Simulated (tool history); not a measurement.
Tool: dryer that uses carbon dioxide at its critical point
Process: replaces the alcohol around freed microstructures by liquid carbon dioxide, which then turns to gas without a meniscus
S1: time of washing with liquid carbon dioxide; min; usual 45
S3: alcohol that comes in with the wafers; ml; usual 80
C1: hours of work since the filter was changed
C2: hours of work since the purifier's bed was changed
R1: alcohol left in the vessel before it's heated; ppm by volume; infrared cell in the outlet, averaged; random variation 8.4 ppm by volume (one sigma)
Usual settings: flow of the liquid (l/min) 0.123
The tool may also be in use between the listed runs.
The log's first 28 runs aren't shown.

run 29 hour=836.9 | S1=68 flow_of_the_liquid_(l/min)=0.115 S3=35 | C1=240 C2=113 | R1=81
run 30 hour=881.8 | S1=45 flow_of_the_liquid_(l/min)=0.13 S3=51 | C1=261 C2=134 | R1=405
run 31 hour=924.1 | S1=32 flow_of_the_liquid_(l/min)=0.13 S3=67 | C1=280 C2=153 | R1=2020
run 32 hour=956.6 | S1=70 flow_of_the_liquid_(l/min)=0.121 S3=69 | C1=295 C2=168 | R1=110
run 33 hour=995.6 | S1=35 flow_of_the_liquid_(l/min)=0.126 S3=44 | C1=313 C2=186 | R1=1153
run 34 hour=1028.3 | S1=72 flow_of_the_liquid_(l/min)=0.123 S3=106 | C1=328 C2=201 | R1=142
run 35 hour=1052.4 | S1=72 flow_of_the_liquid_(l/min)=0.123 S3=106 | C1=340 C2=212 | R1=131
run 36 hour=1083.6 | S1=72 flow_of_the_liquid_(l/min)=0.123 S3=106 | C1=354 C2=227 | R1=141
run 37 hour=1105.3 | S1=45 flow_of_the_liquid_(l/min)=0.076 S3=80 | C1=364 C2=237 | R1=4605
run 38 hour=1129.2 | S1=59 flow_of_the_liquid_(l/min)=0.153 S3=80 | C1=375 C2=248 | R1=134
run 39 hour=1160.5 | S1=29 flow_of_the_liquid_(l/min)=0.091 S3=34 | C1=389 C2=262 | R1=3869
run 40 hour=1198.1 | S1=55 flow_of_the_liquid_(l/min)=0.138 S3=34 | C1=407 C2=279 | R1=171
-- hour=1217.3 inlet filter changed
run 41 hour=1240.1 | S1=29 flow_of_the_liquid_(l/min)=0.087 S3=77 | C1=11 C2=298 | R1=7348
run 42 hour=1270.7 | S1=62 flow_of_the_liquid_(l/min)=0.209 S3=87 | C1=25 C2=312 | R1=104
run 43 hour=1295.2 | S1=62 flow_of_the_liquid_(l/min)=0.094 S3=99 | C1=36 C2=324 | R1=526

4 ways to go on from here, each from the tool as it stands after run 43. What would each give?
run A hour=1334 | S1=56 flow_of_the_liquid_(l/min)=0.141 S3=99 | C1=54 C2=342 | R1=?
run B hour=1334 | S1=46 flow_of_the_liquid_(l/min)=0.123 S3=61 | C1=54 C2=342 | R1=?
run C hour=1334 | S1=45 flow_of_the_liquid_(l/min)=0.123 S3=118 | C1=54 C2=342 | R1=?
run D hour=1334 | S1=68 flow_of_the_liquid_(l/min)=0.143 S3=34 | C1=54 C2=342 | R1=?

run=A R1=186
run=B R1=450
run=C R1=854
run=D R1=117
Without the tool's hidden state the same runs would have given:
run=A R1=71
run=B R1=312
run=C R1=674
run=D R1=11
